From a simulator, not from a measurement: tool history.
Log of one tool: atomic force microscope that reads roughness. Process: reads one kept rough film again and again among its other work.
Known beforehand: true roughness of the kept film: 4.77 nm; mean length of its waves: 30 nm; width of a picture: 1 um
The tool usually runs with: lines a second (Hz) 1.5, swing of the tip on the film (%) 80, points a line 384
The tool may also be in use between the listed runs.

run   hour  lines a second (Hz)  swing of the tip on the film (%)  points a line  roughness of the kept film (nm (root mean square))
  1      0                  1.5                                80            384                                                3.44
  2   15.7                  1.5                                80            384                                               3.366
  3   28.9                 0.55                                80            384                                               3.552
  4   48.2                 0.55                                80            384                                               3.484
  5   65.8                  1.5                                80            384                                               3.227
      68.3  -- height scale calibrated on a step standard
  6   81.9                 2.01                                80            384                                                3.08
  7  100.4                 2.01                                80            384                                               3.016
  8    111                 2.01                                80            384                                               2.981
     115.1  -- height scale calibrated on a step standard, once more
  9  129.2                 2.35                                86            655                                               2.754
 10  145.1                 0.62                                57            665                                               3.283
 11  155.7                 0.62                                57            665                                               3.246

Consider 3 possible next runs. They are alternatives, not a sequence: every one starts from the tool as it was left by run 11. What does each give?
  A  168.5                 0.61                                57            400                                                   ?
  B  168.5                 0.62                                57            920                                                   ?
  C  168.5                  0.6                                80            384                                                   ?

run  roughness of the kept film (nm (root mean square))
  A                                               3.192
  B                                               3.209
  C                                               3.104
With the hidden condition removed and each run's random variation left untouched, the same runs would have given:
run  roughness of the kept film (nm (root mean square))
  A                                               4.089
  B                                               4.112
  C                                               3.976
